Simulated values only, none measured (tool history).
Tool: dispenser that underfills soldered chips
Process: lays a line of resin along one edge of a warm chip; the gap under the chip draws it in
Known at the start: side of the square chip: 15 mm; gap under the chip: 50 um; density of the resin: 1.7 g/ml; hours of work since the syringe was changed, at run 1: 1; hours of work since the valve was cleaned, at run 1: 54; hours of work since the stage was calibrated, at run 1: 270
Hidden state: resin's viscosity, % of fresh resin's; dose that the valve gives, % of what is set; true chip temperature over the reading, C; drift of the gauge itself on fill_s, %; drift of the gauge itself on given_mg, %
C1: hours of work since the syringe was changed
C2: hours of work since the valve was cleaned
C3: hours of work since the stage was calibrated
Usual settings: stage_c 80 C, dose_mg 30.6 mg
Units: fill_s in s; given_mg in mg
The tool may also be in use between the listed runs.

{"run": 1, "hour": 0.0, "stage_c": 80, "dose_mg": 30.6, "C1": 1, "C2": 54, "C3": 270, "fill_s": 329.3, "given_mg": 29.09}
{"run": 2, "hour": 5.4, "stage_c": 80, "dose_mg": 26, "C1": 5, "C2": 58, "C3": 274, "fill_s": 440.8, "given_mg": 24.65}
{"hour": 8.9, "done": "new syringe of resin"}
{"run": 3, "hour": 13.0, "stage_c": 80, "dose_mg": 30.6, "C1": 3, "C2": 64, "C3": 280, "fill_s": 383.2, "given_mg": 28.94}
{"hour": 18.8, "done": "new syringe of resin"}
{"run": 4, "hour": 21.0, "stage_c": 80, "dose_mg": 30.6, "C1": 2, "C2": 70, "C3": 286, "fill_s": 349.9, "given_mg": 28.74}
{"run": 5, "hour": 26.4, "stage_c": 80, "dose_mg": 30.6, "C1": 6, "C2": 74, "C3": 291, "fill_s": 454.9, "given_mg": 28.58}
{"hour": 29.2, "done": "new syringe of resin"}
{"run": 6, "hour": 33.6, "stage_c": 80, "dose_mg": 30.6, "C1": 4, "C2": 80, "C3": 296, "fill_s": 379.2, "given_mg": 28.48}
{"hour": 39.3, "done": "new syringe of resin"}
{"run": 7, "hour": 42.1, "stage_c": 80, "dose_mg": 30.6, "C1": 2, "C2": 86, "C3": 303, "fill_s": 360.3, "given_mg": 28.28}
{"run": 8, "hour": 46.3, "stage_c": 65, "dose_mg": 30.6, "C1": 6, "C2": 90, "C3": 306, "fill_s": 909.7, "given_mg": 28.27}
{"hour": 49.4, "done": "new syringe of resin"}
{"run": 9, "hour": 54.6, "stage_c": 91, "dose_mg": 35.1, "C1": 4, "C2": 96, "C3": 312, "fill_s": 245.7, "given_mg": 32.35}
{"hour": 59.6, "done": "new syringe of resin"}
{"run": 10, "hour": 62.2, "stage_c": 91, "dose_mg": 35.1, "C1": 2, "C2": 102, "C3": 318, "fill_s": 215.5, "given_mg": 32.28}
{"hour": 69.7, "done": "new syringe of resin"}
{"run": 11, "hour": 69.9, "stage_c": 77, "dose_mg": 30.7, "C1": 0, "C2": 108, "C3": 324, "fill_s": 364.4, "given_mg": 27.92}
{"run": 12, "hour": 74.3, "stage_c": 84, "dose_mg": 30.7, "C1": 4, "C2": 111, "C3": 327, "fill_s": 331.2, "given_mg": 27.87}
{"hour": 79.8, "done": "new syringe of resin"}
{"run": 13, "hour": 81.1, "stage_c": 75, "dose_mg": 35.5, "C1": 1, "C2": 116, "C3": 333, "fill_s": 419.6, "given_mg": 32.13}

Forecast each of these 4 alternatives for the next run:
{"run": "A", "hour": 87.6, "stage_c": 82, "dose_mg": 35.9, "C1": 6, "C2": 122, "C3": 338, "fill_s": "?", "given_mg": "?"}
{"run": "B", "hour": 87.6, "stage_c": 69, "dose_mg": 30.4, "C1": 6, "C2": 122, "C3": 338, "fill_s": "?", "given_mg": "?"}
{"run": "C", "hour": 87.6, "stage_c": 83, "dose_mg": 35.5, "C1": 6, "C2": 122, "C3": 338, "fill_s": "?", "given_mg": "?"}
{"run": "D", "hour": 87.6, "stage_c": 88, "dose_mg": 26.6, "C1": 6, "C2": 122, "C3": 338, "fill_s": "?", "given_mg": "?"}

run=A fill_s=421.4 given_mg=32.22
run=B fill_s=803.4 given_mg=27.15
run=C fill_s=403.3 given_mg=32.02
run=D fill_s=345.1 given_mg=23.96
Without the tool's hidden state the same runs would have given:
run=A fill_s=256 given_mg=35.91
run=B fill_s=478.5 given_mg=30.27
run=C fill_s=244.8 given_mg=35.7
run=D fill_s=205.3 given_mg=26.71
